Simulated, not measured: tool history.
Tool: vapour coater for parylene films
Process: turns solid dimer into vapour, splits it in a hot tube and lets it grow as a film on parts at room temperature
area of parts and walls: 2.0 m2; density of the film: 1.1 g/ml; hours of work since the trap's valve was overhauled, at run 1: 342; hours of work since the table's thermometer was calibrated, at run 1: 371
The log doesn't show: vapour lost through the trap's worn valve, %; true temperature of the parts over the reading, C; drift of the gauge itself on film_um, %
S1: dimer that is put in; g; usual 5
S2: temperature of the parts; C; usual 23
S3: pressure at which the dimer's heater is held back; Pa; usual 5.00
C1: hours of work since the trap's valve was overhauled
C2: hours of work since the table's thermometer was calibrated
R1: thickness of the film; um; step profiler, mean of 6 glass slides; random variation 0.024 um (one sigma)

run,hour,S1,S2,S3,C1,C2,R1
1,0.0,5,23,5.00,342,371,1.40
2,12.8,5,23,5.00,354,382,1.39
3,25.9,5,23,5.00,366,394,1.38
4,37.7,5,23,5.00,376,404,1.34
5,53.9,5,23,5.00,391,419,1.34
6,61.5,5,23,5.00,397,426,1.37
7,68.9,5,23,5.00,404,432,1.36
8,78.1,5,23,2.89,412,441,1.55
9,89.3,6,23,5.00,422,451,1.64
10,104.3,6,23,5.00,436,464,1.62
11,113.5,6,23,5.00,444,472,1.65
12,130.0,5,23,3.48,459,487,1.45
13,140.5,5,23,5.00,468,497,1.33
14,154.5,5,23,5.00,481,509,1.31
15,169.3,5,23,5.00,494,522,1.32
# hour 174.6: trap's valve overhauled
16,184.5,5,23,5.00,9,532,1.57
17,202.0,2,23,5.00,25,548,0.60
18,212.3,2,18,3.54,34,557,0.83
19,222.7,2,18,3.54,43,567,0.79
# hour 225.2: table's thermometer calibrated
20,234.1,5,33,5.00,52,8,1.04
21,246.0,8,18,9.15,63,19,2.56
22,262.9,8,18,9.15,78,34,2.56
23,279.1,8,18,9.15,93,48,2.52
24,295.6,8,18,9.15,108,63,2.54
# hour 297.9: table's thermometer calibrated, once more
25,305.3,5,33,5.00,115,7,1.06
26,314.3,6,18,2.06,123,15,2.53
27,324.7,6,18,2.06,133,24,2.52
28,338.4,5,31,6.06,145,36,1.03
29,356.0,5,31,6.06,161,52,1.04
30,370.5,5,28,3.68,174,65,1.32
31,384.5,3,23,3.59,186,78,0.93
32,402.2,3,23,3.59,202,94,0.95
33,418.1,5,26,5.00,216,108,1.33
34,425.5,5,29,5.00,223,114,1.12

Hidden state or all else? Some run-to-run changes of R1, split into what the settings, what came in and random variation would give without the hidden state, and what is left for the hidden state (with any gauge scatter that isn't in both results):
Run 15 -> 16: trap's valve overhauled. R1 +0.25 um: hidden state +0.21, all else +0.04.
Run 20 -> 21: S1 5 -> 8, S2 33 -> 18, S3 5.00 -> 9.15. R1 +1.52 um: hidden state -0.06, all else +1.58.
Run 24 -> 25: S1 8 -> 5, S2 18 -> 33, S3 9.15 -> 5.00, table's thermometer calibrated, once more. R1 -1.48 um: hidden state +0.10, all else -1.58.
Run 25 -> 26: S1 5 -> 6, S2 33 -> 18, S3 5.00 -> 2.06. R1 +1.47 um: hidden state -0.08, all else +1.55.
Run 27 -> 28: S1 6 -> 5, S2 18 -> 31, S3 2.06 -> 6.06. R1 -1.49 um: hidden state +0.07, all else -1.56.

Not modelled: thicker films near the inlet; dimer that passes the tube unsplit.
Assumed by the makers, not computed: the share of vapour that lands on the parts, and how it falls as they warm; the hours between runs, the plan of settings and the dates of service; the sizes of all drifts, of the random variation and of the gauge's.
